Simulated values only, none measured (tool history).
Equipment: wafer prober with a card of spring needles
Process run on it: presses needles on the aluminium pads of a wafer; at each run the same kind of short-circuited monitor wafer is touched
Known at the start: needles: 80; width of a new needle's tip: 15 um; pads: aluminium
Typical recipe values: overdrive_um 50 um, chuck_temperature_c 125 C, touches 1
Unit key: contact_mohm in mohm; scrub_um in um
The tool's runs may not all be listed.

run,hour,overdrive_um,chuck_temperature_c,touches,contact_mohm,scrub_um
1,0.0,50,125,1,453,8.88
# hour 2.3: tips cleaned on abrasive film
# hour 13.2: tips cleaned on abrasive film
# hour 22.0: tips cleaned on abrasive film
# hour 33.0: tips cleaned on abrasive film
2,39.0,50,125,1,462,8.83
# hour 43.4: tips cleaned on abrasive film
# hour 54.4: tips cleaned on abrasive film
# hour 63.2: tips cleaned on abrasive film
# hour 74.1: tips cleaned on abrasive film
# hour 82.9: tips cleaned on abrasive film
# hour 93.9: tips cleaned on abrasive film
3,97.7,50,46,1,406,8.65
# hour 104.3: tips cleaned on abrasive film
# hour 113.1: tips cleaned on abrasive film
# hour 121.9: tips cleaned on abrasive film
# hour 130.7: tips cleaned on abrasive film
# hour 137.5: height of the first contact set anew
# hour 141.9: tips cleaned on abrasive film
# hour 150.7: tips cleaned on abrasive film
4,155.9,50,28,1,437,9.21
# hour 160.4: tips cleaned on abrasive film
# hour 169.2: tips cleaned on abrasive film
# hour 180.2: tips cleaned on abrasive film
# hour 191.1: tips cleaned on abrasive film
# hour 202.1: tips cleaned on abrasive film
# hour 210.9: tips cleaned on abrasive film
# hour 219.7: tips cleaned on abrasive film
5,226.5,50,125,1,478,9.08
# hour 228.8: tips cleaned on abrasive film
# hour 237.6: tips cleaned on abrasive film
# hour 248.5: tips cleaned on abrasive film
# hour 259.5: tips cleaned on abrasive film
# hour 270.5: tips cleaned on abrasive film
6,277.7,50,125,1,535,8.89
# hour 279.9: tips cleaned on abrasive film
# hour 288.7: tips cleaned on abrasive film
# hour 297.5: tips cleaned on abrasive film
# hour 308.5: tips cleaned on abrasive film
# hour 317.3: tips cleaned on abrasive film
# hour 328.2: tips cleaned on abrasive film
7,329.9,50,125,1,334,8.83
# hour 338.7: tips cleaned on abrasive film
# hour 349.7: tips cleaned on abrasive film
# hour 360.6: tips cleaned on abrasive film
# hour 371.6: tips cleaned on abrasive film
# hour 380.4: tips cleaned on abrasive film
# hour 390.6: tips cleaned on abrasive film
8,390.6,50,125,1,273,8.68
# hour 401.6: tips cleaned on abrasive film
# hour 412.6: tips cleaned on abrasive film
# hour 423.5: tips cleaned on abrasive film
# hour 434.5: tips cleaned on abrasive film
9,438.2,33,125,1,717,5.43
# hour 442.9: height of the first contact set anew
# hour 445.1: tips cleaned on abrasive film
# hour 453.9: tips cleaned on abrasive film
# hour 464.9: tips cleaned on abrasive film
# hour 475.9: tips cleaned on abrasive film
10,479.0,33,125,1,596,6.00
# hour 485.7: tips cleaned on abrasive film
# hour 496.6: tips cleaned on abrasive film
# hour 505.4: tips cleaned on abrasive film
# hour 516.4: tips cleaned on abrasive film
# hour 525.2: tips cleaned on abrasive film
# hour 534.0: tips cleaned on abrasive film
# hour 544.9: tips cleaned on abrasive film
11,550.1,50,125,1,448,8.94
# hour 554.5: tips cleaned on abrasive film
# hour 563.3: tips cleaned on abrasive film
# hour 572.1: tips cleaned on abrasive film
# hour 583.1: tips cleaned on abrasive film
# hour 591.9: tips cleaned on abrasive film
# hour 602.8: tips cleaned on abrasive film
# hour 613.8: tips cleaned on abrasive film
# hour 622.6: tips cleaned on abrasive film
12,626.5,49,63,1,451,8.68
# hour 633.2: tips cleaned on abrasive film
# hour 642.0: tips cleaned on abrasive film
# hour 652.9: tips cleaned on abrasive film
# hour 663.9: tips cleaned on abrasive film
# hour 674.8: tips cleaned on abrasive film
# hour 685.8: tips cleaned on abrasive film
13,689.7,50,50,1,468,8.68
# hour 696.3: tips cleaned on abrasive film
# hour 705.1: tips cleaned on abrasive film
# hour 716.1: tips cleaned on abrasive film
# hour 724.9: tips cleaned on abrasive film
14,732.1,50,50,1,606,8.57
# hour 734.3: tips cleaned on abrasive film
# hour 745.3: tips cleaned on abrasive film
# hour 747.8: height of the first contact set anew
# hour 754.4: tips cleaned on abrasive film
# hour 765.4: tips cleaned on abrasive film
# hour 774.2: tips cleaned on abrasive film
# hour 785.1: tips cleaned on abrasive film
# hour 796.1: tips cleaned on abrasive film
# hour 807.1: tips cleaned on abrasive film
15,810.4,50,50,1,400,9.06
# hour 817.0: tips cleaned on abrasive film
# hour 825.8: tips cleaned on abrasive film
# hour 836.8: tips cleaned on abrasive film
# hour 845.6: tips cleaned on abrasive film
# hour 856.5: tips cleaned on abrasive film
16,859.6,62,28,1,350,11.31

Run 17 comes next. What will it give?
# hour 866.2: tips cleaned on abrasive film
# hour 877.2: tips cleaned on abrasive film
# hour 886.0: tips cleaned on abrasive film
# hour 894.8: tips cleaned on abrasive film
# hour 905.7: tips cleaned on abrasive film
# hour 914.5: tips cleaned on abrasive film
# hour 925.5: tips cleaned on abrasive film
# hour 936.4: tips cleaned on abrasive film
17,944.0,62,28,1,?,?

contact_mohm: 468 mohm
scrub_um: 11.06 um
Minus the tool's unlogged condition, the same run would have read contact_mohm 188 mohm, scrub_um 11.47 um.
